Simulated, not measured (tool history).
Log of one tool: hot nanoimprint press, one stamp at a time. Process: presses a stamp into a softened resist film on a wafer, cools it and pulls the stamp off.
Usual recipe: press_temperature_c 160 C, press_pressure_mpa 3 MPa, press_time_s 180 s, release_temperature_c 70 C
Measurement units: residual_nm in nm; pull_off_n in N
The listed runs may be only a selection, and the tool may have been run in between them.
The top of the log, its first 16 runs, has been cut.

run   hour  press_temperature_c  press_pressure_mpa  press_time_s  release_temperature_c  hours of work since the thermocouple was calibrated  imprints on the stamp's release coat  hours of work since the press's seals were changed  residual_nm  pull_off_n
 17  323.1                  149                1.93           162                     62                                                   90                                   931                                                 871        192.6         273
 18    346                  149                1.93           162                     62                                                  103                                   977                                                 884        189.7         267
 19  373.8                  149                1.93           162                     62                                                  118                                  1033                                                 899          192         270
 20  394.9                  152                   3           180                     70                                                  130                                  1075                                                 911          147         238
 21  411.6                  152                3.36           128                     66                                                  139                                  1108                                                 920        158.9         246
 22  436.4                  152                3.36           128                     66                                                  152                                  1158                                                 933        157.7         251
 23  457.6                  149                3.36           128                     55                                                  164                                  1200                                                 945        178.2         312
 24    487                  156                   3           198                     70                                                  180                                  1260                                                 961        116.1         240
 25    512                  156                   3           198                     70                                                  194                                  1310                                                 975        115.2         247
 26  543.6                  151                2.18           210                     59                                                  211                                  1373                                                 992        161.2         288
 27  569.1                  151                2.18           210                     59                                                  225                                  1424                                                1006        160.4         286
 28  587.2                  155                3.54           180                     70                                                  235                                  1460                                                1016        118.8         245
 29  602.5                  151                4.73           231                     75                                                  243                                  1491                                                1024        121.8         228
 30  617.5                  166                2.15           114                     75                                                  252                                  1521                                                1033         99.6         224

Here are 4 independent what-if runs from the current tool condition. What would each one return?
  A   642                  166                2.15           293                     60                                                  265                                  1570                                                1046            ?           ?
  B   642                  166                2.15           138                     59                                                  265                                  1570                                                1046            ?           ?
  C   642                  166                2.15           114                     55                                                  265                                  1570                                                1046            ?           ?
  D   642                  166                2.27           180                     70                                                  265                                  1570                                                1046            ?           ?

run  residual_nm  pull_off_n
  A         66.1         294
  B         92.2         292
  C         99.4         313
  D           79         239
Without the tool's hidden state the same runs would have given:
run  residual_nm  pull_off_n
  A         67.3         264
  B         93.8         262
  C        101.1         281
  D         80.3         215

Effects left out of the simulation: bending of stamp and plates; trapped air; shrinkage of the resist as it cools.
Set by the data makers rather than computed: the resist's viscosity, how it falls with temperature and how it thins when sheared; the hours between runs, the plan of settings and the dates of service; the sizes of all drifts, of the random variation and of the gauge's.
